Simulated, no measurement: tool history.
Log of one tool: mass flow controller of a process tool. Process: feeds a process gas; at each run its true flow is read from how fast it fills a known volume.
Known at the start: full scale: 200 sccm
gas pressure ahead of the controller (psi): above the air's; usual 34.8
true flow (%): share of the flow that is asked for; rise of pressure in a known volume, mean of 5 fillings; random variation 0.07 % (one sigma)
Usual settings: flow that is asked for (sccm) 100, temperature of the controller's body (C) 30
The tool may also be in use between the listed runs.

run    hour  flow that is asked for (sccm)  gas pressure ahead of the controller (psi)  temperature of the controller's body (C)  true flow (%)
  1       0                            100                                        34.8                                        30          99.24
  2   140.9                            100                                        34.8                                        30          99.33
  3   244.2                            100                                        34.8                                        30          99.52
  4   388.5                            100                                        37.6                                        30          99.39
  5   473.5                            100                                        37.6                                        30          99.34
  6   591.8                            100                                        37.6                                        30          99.35
  7   680.5                             48                                        24.1                                        21          98.36
  8   761.6                             48                                        28.4                                        21          98.25
  9   829.2                             48                                        28.4                                        21          98.16
 10   899.7                            112                                        28.4                                        21          98.77
 11   960.3                             26                                        23.8                                        23          98.63
 12  1046.7                            100                                        22.8                                        24          99.09

3 ways to go on from here, each from the tool as it stands after run 12. What would each give?
  A  1124                             24                                        23.4                                        31              ?
  B  1124                            100                                        31.9                                        23              ?
  C  1124                             91                                        22.8                                        24              ?

run  true flow (%)
  A          99.37
  B          98.78
  C          98.97
Without the tool's hidden state the same runs would have given:
run  true flow (%)
  A          98.09
  B          98.36
  C          98.53
